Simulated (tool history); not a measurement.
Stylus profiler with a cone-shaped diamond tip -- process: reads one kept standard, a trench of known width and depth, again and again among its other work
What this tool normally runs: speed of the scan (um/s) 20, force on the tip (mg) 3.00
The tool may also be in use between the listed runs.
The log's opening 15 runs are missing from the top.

run,day,speed of the scan (um/s),force on the tip (mg),scans with this tip,hours of work since the height scale was calibrated,depth of the trench (angstrom),width of the trench's floor (µm)
16,37.512,20,3.00,15037,1061,5081.5,45.53
17,40.838,7,3.00,15787,1114,5085.1,45.61
18,42.692,7,3.00,16205,1144,5083.7,45.61
19,45.267,48,3.00,16786,1185,5082.3,45.38
20,48.025,48,3.00,17408,1229,5083.0,45.43
21,51.500,42,1.46,18192,1284,5051.5,45.39
22,53.467,17,1.87,18635,1315,5059.9,45.55
23,56.704,74,1.36,19365,1367,5048.0,45.12
24,60.367,8,4.23,20191,1425,5107.7,45.64
25,62.975,24,4.29,20779,1467,5106.6,45.51
26,65.112,26,8.24,21262,1501,5164.9,45.51
27,67.154,18,3.00,21721,1533,5084.5,45.53
28,68.821,18,3.00,22098,1560,5080.4,45.53
# day 69.967: height scale calibrated on a step standard
29,71.104,20,1.62,22608,18,5055.0,45.45
30,72.971,14,2.64,23029,48,5076.1,45.48
# day 73.496: new tip fitted, height scale calibrated
31,76.379,15,1.77,650,46,5059.6,45.54
32,78.217,15,1.77,1065,75,5058.4,45.59
33,81.104,15,1.77,1716,121,5060.2,45.54
34,83.888,11,1.97,2344,165,5065.5,45.54
35,85.900,20,2.07,2797,197,5065.7,45.48
36,87.808,20,1.05,3228,228,5040.9,45.48
37,90.562,20,1.05,3849,272,5040.2,45.49
38,92.192,20,1.05,4216,298,5043.2,45.54
39,95.438,20,1.05,4948,349,5043.5,45.51
40,96.988,20,1.05,5298,374,5042.7,45.46

Consider 4 possible next runs. They are alternatives, not a sequence: every one starts from the tool as it was left by run 40. What does each give?
A,99.542,47,2.76,5874,415,?,?
B,99.542,31,1.10,5874,415,?,?
C,99.542,7,5.49,5874,415,?,?
D,99.542,75,5.96,5874,415,?,?

run,depth of the trench (angstrom),width of the trench's floor (µm)
A,5077.5,45.42
B,5043.3,45.39
C,5126.1,45.58
D,5136.1,45.39
The same runs, with their run-to-run variation unchanged, on a tool lacking any hidden condition would have given:
run,depth of the trench (angstrom),width of the trench's floor (µm)
A,5077.6,45.43
B,5043.3,45.40
C,5126.2,45.58
D,5136.2,45.39
